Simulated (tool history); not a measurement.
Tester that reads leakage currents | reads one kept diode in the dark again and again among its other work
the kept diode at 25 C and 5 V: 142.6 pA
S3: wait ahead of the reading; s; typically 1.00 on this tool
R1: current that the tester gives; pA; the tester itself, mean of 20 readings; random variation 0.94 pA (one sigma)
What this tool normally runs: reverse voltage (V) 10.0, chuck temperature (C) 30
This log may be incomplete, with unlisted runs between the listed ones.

{"run": 1, "hour": 0.0, "reverse voltage (V)": 10.0, "chuck temperature (C)": 30, "S3": 1.0, "R1": 267.96}
{"run": 2, "hour": 88.8, "reverse voltage (V)": 10.0, "chuck temperature (C)": 30, "S3": 1.0, "R1": 262.69}
{"run": 3, "hour": 179.2, "reverse voltage (V)": 10.0, "chuck temperature (C)": 30, "S3": 1.0, "R1": 259.83}
{"run": 4, "hour": 218.5, "reverse voltage (V)": 10.0, "chuck temperature (C)": 30, "S3": 1.0, "R1": 258.56}
{"hour": 265.8, "done": "chuck's temperature calibrated"}
{"run": 5, "hour": 287.6, "reverse voltage (V)": 10.0, "chuck temperature (C)": 30, "S3": 1.0, "R1": 311.01}
{"run": 6, "hour": 355.8, "reverse voltage (V)": 10.0, "chuck temperature (C)": 30, "S3": 1.0, "R1": 307.24}
{"run": 7, "hour": 396.1, "reverse voltage (V)": 10.0, "chuck temperature (C)": 30, "S3": 1.0, "R1": 305.14}
{"run": 8, "hour": 436.1, "reverse voltage (V)": 10.0, "chuck temperature (C)": 30, "S3": 1.0, "R1": 303.12}
{"run": 9, "hour": 521.7, "reverse voltage (V)": 10.0, "chuck temperature (C)": 30, "S3": 1.0, "R1": 298.72}
{"run": 10, "hour": 570.7, "reverse voltage (V)": 10.0, "chuck temperature (C)": 30, "S3": 1.0, "R1": 297.54}
{"run": 11, "hour": 620.8, "reverse voltage (V)": 3.0, "chuck temperature (C)": 30, "S3": 1.0, "R1": 156.74}
{"run": 12, "hour": 707.8, "reverse voltage (V)": 3.0, "chuck temperature (C)": 30, "S3": 1.0, "R1": 154.79}
{"run": 13, "hour": 787.8, "reverse voltage (V)": 9.0, "chuck temperature (C)": 30, "S3": 1.0, "R1": 270.94}
{"run": 14, "hour": 853.6, "reverse voltage (V)": 9.0, "chuck temperature (C)": 46, "S3": 1.0, "R1": 925.01}
{"run": 15, "hour": 897.6, "reverse voltage (V)": 9.0, "chuck temperature (C)": 52, "S3": 1.0, "R1": 1418.94}
{"run": 16, "hour": 935.2, "reverse voltage (V)": 10.0, "chuck temperature (C)": 30, "S3": 1.0, "R1": 279.64}
{"run": 17, "hour": 1008.0, "reverse voltage (V)": 10.0, "chuck temperature (C)": 30, "S3": 1.0, "R1": 279.56}
{"hour": 1014.7, "done": "tester calibrated"}
{"run": 18, "hour": 1065.1, "reverse voltage (V)": 1.7, "chuck temperature (C)": 30, "S3": 1.41, "R1": 107.48}
{"run": 19, "hour": 1150.7, "reverse voltage (V)": 8.2, "chuck temperature (C)": 30, "S3": 1.34, "R1": 241.9}
{"hour": 1183.3, "done": "tester calibrated, once more"}
{"run": 20, "hour": 1227.0, "reverse voltage (V)": 10.0, "chuck temperature (C)": 30, "S3": 1.24, "R1": 270.06}
{"hour": 1250.3, "done": "chuck's temperature calibrated"}
{"run": 21, "hour": 1282.3, "reverse voltage (V)": 17.7, "chuck temperature (C)": 24, "S3": 1.24, "R1": 276.89}
{"run": 22, "hour": 1357.5, "reverse voltage (V)": 17.7, "chuck temperature (C)": 24, "S3": 1.24, "R1": 274.81}
{"run": 23, "hour": 1430.2, "reverse voltage (V)": 17.7, "chuck temperature (C)": 24, "S3": 1.24, "R1": 271.8}
{"run": 24, "hour": 1492.6, "reverse voltage (V)": 8.4, "chuck temperature (C)": 30, "S3": 6.41, "R1": 283.86}
{"run": 25, "hour": 1535.9, "reverse voltage (V)": 12.9, "chuck temperature (C)": 22, "S3": 3.32, "R1": 190.79}
{"run": 26, "hour": 1574.8, "reverse voltage (V)": 1.1, "chuck temperature (C)": 30, "S3": 4.06, "R1": 96.78}
{"run": 27, "hour": 1637.1, "reverse voltage (V)": 2.9, "chuck temperature (C)": 30, "S3": 2.12, "R1": 159.2}
{"run": 28, "hour": 1704.8, "reverse voltage (V)": 1.1, "chuck temperature (C)": 30, "S3": 4.02, "R1": 94.6}
{"run": 29, "hour": 1782.0, "reverse voltage (V)": 1.1, "chuck temperature (C)": 30, "S3": 4.02, "R1": 92.88}
{"run": 30, "hour": 1861.9, "reverse voltage (V)": 1.1, "chuck temperature (C)": 30, "S3": 4.02, "R1": 91.45}
{"run": 31, "hour": 1918.8, "reverse voltage (V)": 2.8, "chuck temperature (C)": 24, "S3": 1.0, "R1": 91.77}
{"run": 32, "hour": 1979.2, "reverse voltage (V)": 2.8, "chuck temperature (C)": 24, "S3": 1.0, "R1": 91.03}
{"run": 33, "hour": 2052.1, "reverse voltage (V)": 5.4, "chuck temperature (C)": 48, "S3": 0.41, "R1": 808.96}

What if the next run were any one of these 3? Each begins from the tool's condition after run 33:
{"run": "A", "hour": 2128.6, "reverse voltage (V)": 16.8, "chuck temperature (C)": 48, "S3": 0.69, "R1": "?"}
{"run": "B", "hour": 2128.6, "reverse voltage (V)": 14.3, "chuck temperature (C)": 27, "S3": 0.41, "R1": "?"}
{"run": "C", "hour": 2128.6, "reverse voltage (V)": 1.2, "chuck temperature (C)": 58, "S3": 0.41, "R1": "?"}

run=A R1=1447.39
run=B R1=285.53
run=C R1=749.16
With no hidden state in the tool, these same runs would have given:
run=A R1=1632.28
run=B R1=300.61
run=C R1=855.65

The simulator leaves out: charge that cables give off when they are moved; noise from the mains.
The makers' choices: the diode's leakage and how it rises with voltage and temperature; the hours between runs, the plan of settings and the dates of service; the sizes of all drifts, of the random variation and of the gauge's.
